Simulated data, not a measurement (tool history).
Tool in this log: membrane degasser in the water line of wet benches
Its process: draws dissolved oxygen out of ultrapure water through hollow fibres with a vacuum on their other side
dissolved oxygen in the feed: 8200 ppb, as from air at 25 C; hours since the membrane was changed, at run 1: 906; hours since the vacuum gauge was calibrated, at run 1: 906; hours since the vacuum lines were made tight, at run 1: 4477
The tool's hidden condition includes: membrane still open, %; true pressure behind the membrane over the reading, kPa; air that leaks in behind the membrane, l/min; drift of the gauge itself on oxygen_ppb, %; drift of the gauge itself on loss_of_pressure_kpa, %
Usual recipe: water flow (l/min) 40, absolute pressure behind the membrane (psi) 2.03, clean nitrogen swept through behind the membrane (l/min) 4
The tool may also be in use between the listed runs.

run	hour	water flow (l/min)	absolute pressure behind the membrane (psi)	clean nitrogen swept through behind the membrane (l/min)	hours since the membrane was changed	hours since the vacuum gauge was calibrated	hours since the vacuum lines were made tight	dissolved oxygen in the water behind the degasser (ppb)	pressure that the water loses in the fibres (psi)
1	0	40	2.03	4	906	906	4477	277.2	3.768
2	72.5	40	2.03	4	978	978	4549	278.3	3.759
3	171.6	40	2.03	4	1077	1077	4648	279.9	3.729
4	224.8	40	2.03	4	1131	1131	4701	280.9	3.733
5	329	40	2.03	4	1235	1235	4806	282.1	3.722
6	373.2	40	2.03	4	1279	1279	4850	278.2	3.761
7	438.9	40	2.03	4	1345	1345	4916	276.5	3.713
8	528.3	40	2.03	4	1434	1434	5005	281.5	3.719
9	616.2	40	2.03	4	1522	1522	5093	277.7	3.743
10	668.2	40	2.03	4	1574	1574	5145	280.7	3.772
11	725.3	40	2.03	4	1631	1631	5202	278.9	3.688
12	823.3	45	3.09	4.27	1729	1729	5300	461.6	4.237
13	920.2	55	2.03	1.92	1826	1826	5397	657.1	5.121
14	985.2	55	2.03	1.92	1891	1891	5462	660.6	5.129
15	1069.1	27	2.23	3.54	1975	1975	5546	235.4	2.479
16	1115.5	48	1.61	4	2021	2021	5592	257.9	4.493
17	1162.7	40	1.73	4.23	2068	2068	5639	223.3	3.738
18	1211.6	40	1.73	4.23	2117	2117	5688	222.3	3.761
19	1304.9	40	1.73	4.23	2211	2211	5782	222.3	3.746
20	1368.5	56	2.05	8.87	2274	2274	5845	220	5.229

Here are 5 independent what-if runs from the current tool condition. What would each one return?
A	1441.8	35	3.22	2.41	2348	2348	5918	?	?
B	1441.8	29	4.39	6.08	2348	2348	5918	?	?
C	1441.8	26	1.42	1.74	2348	2348	5918	?	?
D	1441.8	25	2.03	4	2348	2348	5918	?	?
E	1441.8	56	2.05	1.68	2348	2348	5918	?	?

run	dissolved oxygen in the water behind the degasser (ppb)	pressure that the water loses in the fibres (psi)
A	615.2	3.275
B	319.5	2.708
C	238.7	2.389
D	173.6	2.322
E	745.4	5.2
Had the tool no hidden state, the same runs would have come out as:
run	dissolved oxygen in the water behind the degasser (ppb)	pressure that the water loses in the fibres (psi)
A	615.1	3.274
B	319.4	2.708
C	238.6	2.387
D	173.5	2.322
E	745.2	5.198
